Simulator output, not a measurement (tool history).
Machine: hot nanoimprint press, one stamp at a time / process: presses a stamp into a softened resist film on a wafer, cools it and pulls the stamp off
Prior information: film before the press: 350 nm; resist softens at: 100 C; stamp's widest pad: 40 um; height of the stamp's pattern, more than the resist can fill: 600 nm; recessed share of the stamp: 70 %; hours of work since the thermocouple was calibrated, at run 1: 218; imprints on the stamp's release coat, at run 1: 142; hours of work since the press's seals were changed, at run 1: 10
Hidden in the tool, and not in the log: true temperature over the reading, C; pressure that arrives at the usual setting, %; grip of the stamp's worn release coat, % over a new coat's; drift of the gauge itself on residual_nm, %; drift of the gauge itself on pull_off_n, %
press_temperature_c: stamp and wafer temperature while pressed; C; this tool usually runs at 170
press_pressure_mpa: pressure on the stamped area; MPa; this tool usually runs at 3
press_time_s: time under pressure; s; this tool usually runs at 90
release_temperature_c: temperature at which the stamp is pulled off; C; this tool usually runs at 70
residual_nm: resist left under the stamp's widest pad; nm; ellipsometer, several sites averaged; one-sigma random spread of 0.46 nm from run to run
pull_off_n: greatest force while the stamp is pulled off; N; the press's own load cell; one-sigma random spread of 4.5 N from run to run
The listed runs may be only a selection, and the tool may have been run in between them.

run   hour  press_temperature_c  press_pressure_mpa  press_time_s  release_temperature_c  hours of work since the thermocouple was calibrated  imprints on the stamp's release coat  hours of work since the press's seals were changed  residual_nm  pull_off_n
  1      0                  170                   3            90                     70                                                  218                                   142                                                  10        190.6         223
  2    4.8                  170                   3            90                     70                                                  221                                   165                                                  13        190.3         226
  3   14.1                  170                   3            90                     70                                                  228                                   209                                                  20        189.9         231
  4   21.5                  170                   3            90                     70                                                  233                                   244                                                  25        190.4         225
  5     26                  170                   3            90                     70                                                  236                                   265                                                  28        190.2         232
  6   33.1                  170                   3            90                     70                                                  241                                   299                                                  33        190.8         244
  7     43                  170                   3            90                     70                                                  248                                   346                                                  39        190.1         237
  8   49.6                  170                   3            90                     70                                                  252                                   377                                                  44        189.7         244
  9   60.8                  170                   3            90                     70                                                  260                                   431                                                  52        189.8         241
 10   71.1                  170                   3            90                     70                                                  267                                   480                                                  59        189.7         245
 11   78.6                  170                   3            90                     70                                                  272                                   516                                                  64        190.1         249
 12   85.2                  164                   3            90                     70                                                  277                                   547                                                  68        226.5         255
 13   91.5                  164                   3            90                     70                                                  281                                   577                                                  73          226         256
 14   96.6                  164                   3            90                     70                                                  284                                   601                                                  76        226.2         245
 15    105                  164                   3            90                     70                                                  290                                   641                                                  82        225.8         256
 16  116.1                  170                   3            86                     72                                                  298                                   693                                                  90          192         257
 17  126.7                  168                   3            58                     70                                                  305                                   744                                                  97        230.4         259
 18  134.2                  170                   3            90                     72                                                  310                                   780                                                 102        190.1         259
 19  140.9                  170                   3            90                     72                                                  315                                   812                                                 107        189.3         254
 20    148                  170                   3            90                     72                                                  320                                   845                                                 111        190.2         260
 21  157.9                  170                1.89            61                     59                                                  326                                   892                                                 118        246.9         318
 22  167.8                  170                2.93           142                     70                                                  333                                   939                                                 125        161.7         291
 23  175.3                  161                1.88            57                     78                                                  338                                   975                                                 130        296.7         247
 24  186.2                  169                   3            90                     70                                                  346                                  1027                                                 138        194.3         280
 25  192.4                  165                   3            90                     56                                                  350                                  1056                                                 142        219.4         344
 26    199                  181                   3            90                     59                                                  355                                  1087                                                 146        132.2         342
 27  205.7                  170                3.54            52                     75                                                  359                                  1119                                                 151        212.5         261
     214.4  -- plate thermocouple calibrated
 28  216.3                  170                 2.1           122                     70                                                    1                                  1156                                                 156        198.4         291
 29  222.7                  177                2.47            90                     66                                                    6                                  1186                                                 161        167.7         315

Here are 5 independent what-if runs from the current tool condition. What would each one return?
  A  232.2                  170                   3            90                     67                                                   12                                  1231                                                 167            ?           ?
  B  232.2                  170                   3            46                     55                                                   12                                  1231                                                 167            ?           ?
  C  232.2                  166                3.25            90                     70                                                   12                                  1231                                                 167            ?           ?
  D  232.2                  170                 2.3            90                     70                                                   12                                  1231                                                 167            ?           ?
  E  232.2                  177                2.52            46                     66                                                   12                                  1231                                                 167            ?           ?

run  residual_nm  pull_off_n
  A        192.6         303
  B        236.8         368
  C        211.9         283
  D        211.8         293
  E        209.2         311
Had the tool no hidden state, the same runs would have come out as:
run  residual_nm  pull_off_n
  A        192.6         224
  B        236.8         272
  C        211.9         209
  D          212         216
  E        209.3         230

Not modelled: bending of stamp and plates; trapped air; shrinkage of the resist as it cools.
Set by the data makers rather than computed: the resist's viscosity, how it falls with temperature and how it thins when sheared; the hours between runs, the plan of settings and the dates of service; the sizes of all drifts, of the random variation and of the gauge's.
